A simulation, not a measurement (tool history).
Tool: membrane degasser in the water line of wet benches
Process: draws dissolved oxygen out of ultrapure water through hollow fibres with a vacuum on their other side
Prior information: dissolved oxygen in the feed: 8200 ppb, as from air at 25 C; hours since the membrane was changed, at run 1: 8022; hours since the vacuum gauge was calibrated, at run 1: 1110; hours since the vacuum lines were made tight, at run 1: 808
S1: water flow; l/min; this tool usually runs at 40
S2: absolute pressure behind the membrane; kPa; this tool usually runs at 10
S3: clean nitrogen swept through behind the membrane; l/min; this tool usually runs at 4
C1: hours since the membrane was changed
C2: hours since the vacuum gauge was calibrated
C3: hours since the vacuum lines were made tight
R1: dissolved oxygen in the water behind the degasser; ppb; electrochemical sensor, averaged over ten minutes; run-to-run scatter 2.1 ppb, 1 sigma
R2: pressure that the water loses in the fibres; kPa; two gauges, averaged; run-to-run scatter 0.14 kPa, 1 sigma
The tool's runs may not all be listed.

run 1 hour=0 | S1=40 S2=10 S3=4 | C1=8022 C2=1110 C3=808 | R1=250.6 R2=32.85
run 2 hour=129.5 | S1=40 S2=10 S3=4 | C1=8151 C2=1240 C3=938 | R1=251.4 R2=32.81
run 3 hour=264.5 | S1=58 S2=10 S3=4 | C1=8286 C2=1375 C3=1073 | R1=412.2 R2=47.87
run 4 hour=423 | S1=34 S2=10 S3=4 | C1=8445 C2=1534 C3=1231 | R1=206.9 R2=28.07
run 5 hour=534.6 | S1=40 S2=10 S3=1.73 | C1=8556 C2=1645 C3=1343 | R1=433.8 R2=33.13
run 6 hour=642.7 | S1=40 S2=10 S3=4 | C1=8665 C2=1753 C3=1451 | R1=254.1 R2=33.1
run 7 hour=828.9 | S1=40 S2=10 S3=4 | C1=8851 C2=1939 C3=1637 | R1=255.7 R2=33.53
run 8 hour=948.3 | S1=40 S2=24.8 S3=4 | C1=8970 C2=2059 C3=1757 | R1=572.4 R2=33.04
run 9 hour=1090.6 | S1=40 S2=12.7 S3=4 | C1=9112 C2=2201 C3=1899 | R1=313.9 R2=32.73
run 10 hour=1292.4 | S1=40 S2=7.2 S3=4 | C1=9314 C2=2403 C3=2101 | R1=193.7 R2=33.47
run 11 hour=1450.4 | S1=40 S2=7.2 S3=4 | C1=9472 C2=2561 C3=2259 | R1=193.2 R2=33.26
run 12 hour=1674.7 | S1=40 S2=7.2 S3=4 | C1=9697 C2=2785 C3=2483 | R1=195.8 R2=33.12
run 13 hour=1856.1 | S1=40 S2=23.1 S3=4 | C1=9878 C2=2967 C3=2664 | R1=542.3 R2=33.52
run 14 hour=1993.1 | S1=40 S2=23.1 S3=4 | C1=10015 C2=3104 C3=2801 | R1=540.3 R2=33.25
run 15 hour=2131.6 | S1=40 S2=23.1 S3=4 | C1=10153 C2=3242 C3=2940 | R1=537.5 R2=33.44
run 16 hour=2302.7 | S1=40 S2=10 S3=4 | C1=10325 C2=3413 C3=3111 | R1=258 R2=33.29
run 17 hour=2476.6 | S1=40 S2=6.1 S3=10.68 | C1=10498 C2=3587 C3=3285 | R1=126.3 R2=33.23
run 18 hour=2681.5 | S1=40 S2=19.6 S3=6.47 | C1=10703 C2=3792 C3=3490 | R1=337.2 R2=33.55
run 19 hour=2868.2 | S1=62 S2=24.3 S3=4 | C1=10890 C2=3979 C3=3676 | R1=891 R2=51.89

The next listed run, before its measurement:
run 20 hour=3017 | S1=51 S2=6.8 S3=4 | C1=11039 C2=4127 C3=3825 | R1=? R2=?

For run 20 the tool returned R1 268.2 ppb, R2 42.8 kPa.
The same run, on a tool lacking any hidden state, would have yielded R1 233.9 ppb, R2 40.81 kPa.
